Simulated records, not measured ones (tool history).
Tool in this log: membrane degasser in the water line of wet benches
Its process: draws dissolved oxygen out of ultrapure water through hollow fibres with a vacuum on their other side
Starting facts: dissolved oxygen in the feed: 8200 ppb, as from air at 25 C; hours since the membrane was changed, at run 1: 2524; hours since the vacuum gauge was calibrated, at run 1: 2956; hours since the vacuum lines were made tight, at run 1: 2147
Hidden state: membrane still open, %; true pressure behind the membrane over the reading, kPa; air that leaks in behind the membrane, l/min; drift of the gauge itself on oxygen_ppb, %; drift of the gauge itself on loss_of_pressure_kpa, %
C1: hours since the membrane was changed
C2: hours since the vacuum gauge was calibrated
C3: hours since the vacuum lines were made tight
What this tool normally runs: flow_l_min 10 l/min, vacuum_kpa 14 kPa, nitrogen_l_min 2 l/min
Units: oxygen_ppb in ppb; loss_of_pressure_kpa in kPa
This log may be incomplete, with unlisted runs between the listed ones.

{"run": 1, "hour": 0.0, "flow_l_min": 10, "vacuum_kpa": 14, "nitrogen_l_min": 2, "C1": 2524, "C2": 2956, "C3": 2147, "oxygen_ppb": 141.2, "loss_of_pressure_kpa": 31.46}
{"run": 2, "hour": 70.7, "flow_l_min": 10, "vacuum_kpa": 14, "nitrogen_l_min": 2, "C1": 2595, "C2": 3026, "C3": 2217, "oxygen_ppb": 139.6, "loss_of_pressure_kpa": 31.52}
{"run": 3, "hour": 154.8, "flow_l_min": 15, "vacuum_kpa": 14, "nitrogen_l_min": 2, "C1": 2679, "C2": 3110, "C3": 2301, "oxygen_ppb": 208.9, "loss_of_pressure_kpa": 47.29}
{"run": 4, "hour": 206.2, "flow_l_min": 10, "vacuum_kpa": 14, "nitrogen_l_min": 2, "C1": 2731, "C2": 3162, "C3": 2353, "oxygen_ppb": 140.5, "loss_of_pressure_kpa": 31.94}
{"run": 5, "hour": 259.5, "flow_l_min": 7, "vacuum_kpa": 14, "nitrogen_l_min": 2, "C1": 2784, "C2": 3215, "C3": 2406, "oxygen_ppb": 97.7, "loss_of_pressure_kpa": 22.22}
{"run": 6, "hour": 300.3, "flow_l_min": 7, "vacuum_kpa": 14, "nitrogen_l_min": 2, "C1": 2825, "C2": 3256, "C3": 2447, "oxygen_ppb": 97.2, "loss_of_pressure_kpa": 21.98}
{"run": 7, "hour": 368.7, "flow_l_min": 10, "vacuum_kpa": 14, "nitrogen_l_min": 2, "C1": 2893, "C2": 3324, "C3": 2515, "oxygen_ppb": 139.2, "loss_of_pressure_kpa": 31.8}
{"run": 8, "hour": 420.8, "flow_l_min": 8, "vacuum_kpa": 14, "nitrogen_l_min": 2, "C1": 2945, "C2": 3376, "C3": 2567, "oxygen_ppb": 112.1, "loss_of_pressure_kpa": 25.21}
{"run": 9, "hour": 458.6, "flow_l_min": 10, "vacuum_kpa": 14, "nitrogen_l_min": 2, "C1": 2983, "C2": 3414, "C3": 2605, "oxygen_ppb": 138.8, "loss_of_pressure_kpa": 31.19}
{"run": 10, "hour": 500.6, "flow_l_min": 7, "vacuum_kpa": 23.9, "nitrogen_l_min": 0.82, "C1": 3025, "C2": 3456, "C3": 2647, "oxygen_ppb": 418.1, "loss_of_pressure_kpa": 22.13}
{"hour": 504.5, "done": "vacuum gauge calibrated"}
{"run": 11, "hour": 537.8, "flow_l_min": 7, "vacuum_kpa": 28.3, "nitrogen_l_min": 0.82, "C1": 3062, "C2": 33, "C3": 2684, "oxygen_ppb": 500.6, "loss_of_pressure_kpa": 22.01}
{"run": 12, "hour": 577.2, "flow_l_min": 12, "vacuum_kpa": 14.2, "nitrogen_l_min": 1.23, "C1": 3101, "C2": 73, "C3": 2723, "oxygen_ppb": 261.9, "loss_of_pressure_kpa": 38.11}
{"run": 13, "hour": 616.3, "flow_l_min": 12, "vacuum_kpa": 11.8, "nitrogen_l_min": 1.51, "C1": 3140, "C2": 112, "C3": 2762, "oxygen_ppb": 176.8, "loss_of_pressure_kpa": 37.75}
{"run": 14, "hour": 703.0, "flow_l_min": 10, "vacuum_kpa": 13.1, "nitrogen_l_min": 5.78, "C1": 3227, "C2": 198, "C3": 2849, "oxygen_ppb": 51.7, "loss_of_pressure_kpa": 31.88}
{"hour": 721.3, "done": "vacuum gauge calibrated, once more"}
{"run": 15, "hour": 759.3, "flow_l_min": 10, "vacuum_kpa": 11.9, "nitrogen_l_min": 4.13, "C1": 3283, "C2": 38, "C3": 2905, "oxygen_ppb": 62.1, "loss_of_pressure_kpa": 31.53}
{"run": 16, "hour": 826.6, "flow_l_min": 10, "vacuum_kpa": 8.9, "nitrogen_l_min": 2.1, "C1": 3350, "C2": 105, "C3": 2972, "oxygen_ppb": 75.5, "loss_of_pressure_kpa": 31.7}
{"run": 17, "hour": 862.6, "flow_l_min": 7, "vacuum_kpa": 13.2, "nitrogen_l_min": 5.1, "C1": 3386, "C2": 141, "C3": 3008, "oxygen_ppb": 38.7, "loss_of_pressure_kpa": 21.99}

3 options for the next run, each taken on its own from the tool as it stands now. Forecast them:
{"run": "A", "hour": 907.7, "flow_l_min": 7, "vacuum_kpa": 13.2, "nitrogen_l_min": 4.47, "C1": 3431, "C2": 186, "C3": 3053, "oxygen_ppb": "?", "loss_of_pressure_kpa": "?"}
{"run": "B", "hour": 907.7, "flow_l_min": 9, "vacuum_kpa": 14, "nitrogen_l_min": 2.42, "C1": 3431, "C2": 186, "C3": 3053, "oxygen_ppb": "?", "loss_of_pressure_kpa": "?"}
{"run": "C", "hour": 907.7, "flow_l_min": 7, "vacuum_kpa": 15.9, "nitrogen_l_min": 5.1, "C1": 3431, "C2": 186, "C3": 3053, "oxygen_ppb": "?", "loss_of_pressure_kpa": "?"}

run=A oxygen_ppb=44.6 loss_of_pressure_kpa=22.24
run=B oxygen_ppb=105.6 loss_of_pressure_kpa=28.69
run=C oxygen_ppb=47.7 loss_of_pressure_kpa=22.14
With the hidden condition removed and each run's random variation left untouched, the same runs would have given:
run=A oxygen_ppb=43.3 loss_of_pressure_kpa=21.84
run=B oxygen_ppb=103.5 loss_of_pressure_kpa=28.17
run=C oxygen_ppb=46.4 loss_of_pressure_kpa=21.74

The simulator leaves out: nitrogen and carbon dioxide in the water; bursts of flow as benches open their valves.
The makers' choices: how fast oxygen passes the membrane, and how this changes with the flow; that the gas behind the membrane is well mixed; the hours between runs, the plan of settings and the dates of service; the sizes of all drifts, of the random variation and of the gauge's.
